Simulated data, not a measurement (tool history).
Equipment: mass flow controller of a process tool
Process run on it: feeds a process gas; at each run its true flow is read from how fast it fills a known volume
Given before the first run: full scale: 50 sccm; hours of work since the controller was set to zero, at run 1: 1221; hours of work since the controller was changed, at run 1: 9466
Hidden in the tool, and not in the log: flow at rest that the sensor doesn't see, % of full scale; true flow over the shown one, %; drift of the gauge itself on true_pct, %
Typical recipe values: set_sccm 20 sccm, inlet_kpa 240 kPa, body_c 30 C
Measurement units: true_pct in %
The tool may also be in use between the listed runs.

| run | hour | set_sccm | inlet_kpa | body_c | hours of work since the controller was set to zero | hours of work since the controller was changed | true_pct |
|---|---|---|---|---|---|---|---|
| 1 | 0.0 | 20 | 240 | 30 | 1221 | 9466 | 93.68 |
| 2 | 440.7 | 20 | 240 | 30 | 1470 | 9715 | 93.56 |
| 3 | 883.9 | 20 | 240 | 22 | 1720 | 9965 | 94.05 |
| 4 | 1352.0 | 20 | 240 | 22 | 1984 | 10229 | 93.82 |
| 5 | 1666.2 | 20 | 240 | 22 | 2161 | 10407 | 93.78 |
| 6 | 2047.5 | 20 | 240 | 30 | 2377 | 10622 | 93.00 |
| 7 | 2349.3 | 20 | 190 | 30 | 2547 | 10792 | 92.89 |
| 8 | 2590.6 | 20 | 190 | 30 | 2683 | 10928 | 92.68 |
| 9 | 2837.3 | 20 | 190 | 30 | 2822 | 11067 | 92.78 |
| 10 | 3222.4 | 42 | 240 | 30 | 3039 | 11285 | 94.50 |
| 11 | 3452.1 | 42 | 240 | 30 | 3169 | 11414 | 94.31 |
| 12 | 3790.8 | 5 | 240 | 30 | 3360 | 11606 | 86.23 |
| 13 | 4146.0 | 20 | 240 | 30 | 3561 | 11806 | 91.98 |
| 14 | 4503.1 | 20 | 240 | 30 | 3762 | 12007 | 91.87 |
| 15 | 4905.3 | 20 | 240 | 30 | 3989 | 12234 | 91.54 |
| 16 | 5444.9 | 20 | 240 | 38 | 4294 | 12539 | 90.70 |
| 17 | 5682.4 | 20 | 240 | 35 | 4428 | 12673 | 90.98 |
| 18 | 6091.8 | 20 | 240 | 35 | 4659 | 12904 | 90.75 |
| 19 | 6536.5 | 20 | 240 | 35 | 4910 | 13155 | 90.62 |
| 20 | 6799.1 | 20 | 240 | 30 | 5058 | 13303 | 90.99 |
| 21 | 7116.4 | 20 | 185 | 30 | 5237 | 13482 | 90.93 |
| 22 | 7470.3 | 20 | 223 | 30 | 5437 | 13682 | 90.58 |
| 23 | 7749.5 | 9 | 258 | 30 | 5594 | 13839 | 86.68 |
| 24 | 8033.4 | 20 | 240 | 31 | 5754 | 13999 | 90.30 |
| 25 | 8415.3 | 20 | 195 | 32 | 5970 | 14215 | 90.11 |
| 26 | 8918.4 | 10 | 163 | 30 | 6254 | 14499 | 86.64 |
|  | 9202.1 | controller exchanged for a calibrated one |
| 27 | 9224.6 | 10 | 163 | 30 | 13 | 13 | 97.13 |
| 28 | 9459.1 | 10 | 163 | 30 | 145 | 145 | 96.88 |
| 29 | 9736.1 | 7 | 163 | 20 | 301 | 301 | 97.19 |
| 30 | 10276.3 | 7 | 163 | 20 | 606 | 606 | 96.74 |
| 31 | 10539.2 | 7 | 163 | 20 | 754 | 754 | 96.54 |
| 32 | 11002.6 | 5 | 165 | 27 | 1016 | 1016 | 94.83 |
| 33 | 11266.5 | 6 | 159 | 33 | 1165 | 1165 | 94.41 |
| 34 | 11729.6 | 6 | 159 | 33 | 1426 | 1426 | 94.04 |
| 35 | 12174.5 | 6 | 159 | 33 | 1677 | 1677 | 93.64 |
| 36 | 12567.7 | 6 | 159 | 33 | 1899 | 1899 | 93.20 |
| 37 | 12945.8 | 6 | 212 | 33 | 2112 | 2112 | 92.74 |
| 38 | 13328.4 | 6 | 212 | 33 | 2328 | 2328 | 92.49 |
| 39 | 13624.8 | 11 | 261 | 30 | 2496 | 2496 | 94.18 |
| 40 | 14161.8 | 20 | 266 | 30 | 2799 | 2799 | 95.51 |
| 41 | 14480.9 | 20 | 266 | 30 | 2979 | 2979 | 95.23 |
| 42 | 14773.9 | 20 | 266 | 30 | 3144 | 3144 | 95.17 |
| 43 | 15186.6 | 21 | 240 | 30 | 3377 | 3377 | 95.30 |
| 44 | 15436.3 | 21 | 240 | 29 | 3518 | 3518 | 95.12 |

4 ways to go on from here, each from the tool as it stands after run 44. What would each give?
| A | 15850.1 | 21 | 240 | 21 | 3751 | 3751 | ? |
| B | 15850.1 | 48 | 211 | 35 | 3751 | 3751 | ? |
| C | 15850.1 | 21 | 240 | 29 | 3751 | 3751 | ? |
| D | 15850.1 | 46 | 147 | 32 | 3751 | 3751 | ? |

| run | true_pct |
|---|---|
| A | 95.81 |
| B | 97.11 |
| C | 95.03 |
| D | 97.21 |
Take away the tool's hidden state, keep each run's random variation, and the runs would have read:
| run | true_pct |
|---|---|
| A | 98.56 |
| B | 98.98 |
| C | 97.78 |
| D | 99.11 |
